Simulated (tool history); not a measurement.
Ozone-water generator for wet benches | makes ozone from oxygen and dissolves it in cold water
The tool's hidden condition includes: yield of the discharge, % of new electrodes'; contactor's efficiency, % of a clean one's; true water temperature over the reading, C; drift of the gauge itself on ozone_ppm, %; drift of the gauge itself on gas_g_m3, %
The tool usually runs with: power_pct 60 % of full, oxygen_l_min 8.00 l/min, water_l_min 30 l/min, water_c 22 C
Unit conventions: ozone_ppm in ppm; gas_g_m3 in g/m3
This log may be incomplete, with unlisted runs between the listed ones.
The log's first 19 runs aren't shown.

run     day  power_pct  oxygen_l_min  water_l_min  water_c  hours of work since the electrodes were changed  hours of work since the contactor was cleaned  hours of work since the thermometer was calibrated  ozone_ppm  gas_g_m3
 20  22.712         73          4.86           29       17                                             1378                                           3670                                                 775       17.5     244.5
 21  23.575         65          4.86           29       25                                             1391                                           3684                                                 789       14.1     216.3
 22  24.700         65          4.86           29       25                                             1410                                           3702                                                 808       14.2     220.7
 23  25.421         65          4.08           31       18                                             1421                                           3713                                                 819       13.5     233.1
 24  27.054         65          4.08           31       18                                             1448                                           3740                                                 846       13.5     233.0
 25  28.283         58          8.00           30       22                                             1467                                           3760                                                 865       14.3     166.5
 26  29.408         58          8.00           30       22                                             1486                                           3778                                                 884       14.1     164.5
 27  30.971         60          8.00           32       21                                             1511                                           3803                                                 909       14.4     170.1
 28  31.871         60         10.48           18       22                                             1525                                           3818                                                 923       20.8     155.5
 29  32.579         71          8.04           47       14                                             1537                                           3829                                                 935       13.3     198.2
 30  33.417         74         12.73           22       18                                             1550                                           3843                                                 948       24.2     175.5
 31  34.979         98         12.73           42       18                                             1576                                           3868                                                 974       20.6     227.0
 32  36.504         65          5.87           26       22                                             1600                                           3892                                                 998       16.7     206.8

Branching from run 32: 4 alternative next runs. What would each branch give?
  A  37.346         54          6.71           26       28                                             1614                                           3906                                                1012          ?         ?
  B  37.346         60          9.11           27       14                                             1614                                           3906                                                1012          ?         ?
  C  37.346         57          4.66           26       30                                             1614                                           3906                                                1012          ?         ?
  D  37.346         65          7.98           22       22                                             1614                                           3906                                                1012          ?         ?

run  ozone_ppm  gas_g_m3
  A       13.3     165.0
  B       18.4     163.8
  C       12.4     196.2
  D       19.3     184.9
Take away the tool's hidden state, keep each run's random variation, and the runs would have read:
run  ozone_ppm  gas_g_m3
  A       13.9     167.7
  B       19.4     166.8
  C       13.0     199.6
  D       20.3     188.5
